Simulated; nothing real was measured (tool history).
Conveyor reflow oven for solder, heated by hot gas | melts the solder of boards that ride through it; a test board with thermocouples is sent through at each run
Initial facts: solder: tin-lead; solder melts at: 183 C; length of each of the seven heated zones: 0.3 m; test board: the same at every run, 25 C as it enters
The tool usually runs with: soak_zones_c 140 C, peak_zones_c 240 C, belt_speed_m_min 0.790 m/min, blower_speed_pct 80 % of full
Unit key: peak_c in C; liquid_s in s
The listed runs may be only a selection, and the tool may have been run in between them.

run     day  soak_zones_c  peak_zones_c  belt_speed_m_min  blower_speed_pct  peak_c  liquid_s
  1   0.000           140           240             0.790                80   224.3      37.5
  2   1.904           140           240             0.790                80   224.1      37.9
  3   4.508           140           240             0.790                77   222.9      37.5
  4   7.062           140           243             0.790                80   226.7      38.3
      9.867  -- flux residue cleaned out of gas plates and filters
  5  10.042           140           240             0.790                80   225.4      38.1
  6  12.242           140           245             0.790                80   229.6      39.4
  7  14.592           140           240             0.790                52   217.9      35.0
  8  18.275           140           240             0.790                80   224.3      38.1
     20.896  -- flux residue cleaned out of gas plates and filters
  9  21.104           140           240             0.790                80   226.3      38.5
 10  24.650           140           240             0.790                80   226.2      38.8
 11  27.646           140           240             0.790                80   225.8      38.9
 12  30.325           140           249             0.790                80   233.1      41.1
     31.921  -- flux residue cleaned out of gas plates and filters
 13  33.758           140           249             0.790                80   234.3      41.7
 14  37.058           140           240             0.772                80   227.4      40.2
 15  40.458           139           240             0.790                80   226.0      38.5
 16  42.154           139           240             0.790                80   226.6      38.8
     42.604  -- belt drive overhauled, speed set with a stopwatch
     43.033  -- flux residue cleaned out of gas plates and filters
 17  45.104           140           240             0.790                78   227.3      40.0
 18  47.542           144           240             0.920                80   223.9      33.5
     48.612  -- belt drive overhauled, speed set with a stopwatch, once more
 19  49.883           154           246             0.789                57   229.2      41.7
 20  51.450           141           246             0.789                61   227.2      38.5
 21  53.167           141           246             0.789                61   226.4      38.7
     54.162  -- flux residue cleaned out of gas plates and filters
 22  56.762           141           246             0.789                61   228.4      38.9
 23  59.496           128           241             0.718                61   225.2      39.0
 24  62.629           147           233             0.674                80   226.1      47.1
 25  64.525           140           229             0.899                74   211.7      27.0
     65.050  -- flux residue cleaned out of gas plates and filters
 26  67.129           140           229             0.899                74   213.6      28.6
 27  69.054           140           239             0.837                74   224.4      35.3
 28  71.304           148           247             0.790                80   235.5      43.7
 29  74.900           148           247             0.790                80   235.3      43.0

Measured less the same run without the tool's hidden state. The same run-to-run variation is in both; the gauge's scatter may not be:
The hidden state here: heat that the gas passes to the board, % of a clean oven's; belt's true speed, % of the reading; true gas temperature in zones 6 and 7 over the reading, C; drift of the gauge itself on peak_c, C; drift of the gauge itself on liquid_s, %.
run  peak_c  liquid_s
  1    +0.1      +0.1
  2    -0.1      +0.2
  3    -0.3      +0.0
  4    -0.6      +0.0
  5    +0.7      +0.6
  6    +0.6      +0.6
  7    +0.5      +0.6
  8    +0.2      +0.4
  9    +1.7      +1.2
 10    +1.4      +1.1
 11    +1.1      +1.1
 12    +0.8      +1.0
 13    +2.2      +1.6
 14    +2.0      +1.6
 15    +1.7      +1.4
 16    +1.5      +1.5
 17    +3.2      +2.6
 18    +3.0      +2.3
 19    +1.8      +0.6
 20    +1.5      +0.5
 21    +1.3      +0.5
 22    +2.7      +1.1
 23    +2.7      +1.4
 24    +2.8      +1.3
 25    +1.9      +1.0
 26    +3.6      +2.0
 27    +3.5      +1.7
 28    +3.5      +1.6
 29    +3.3      +1.6
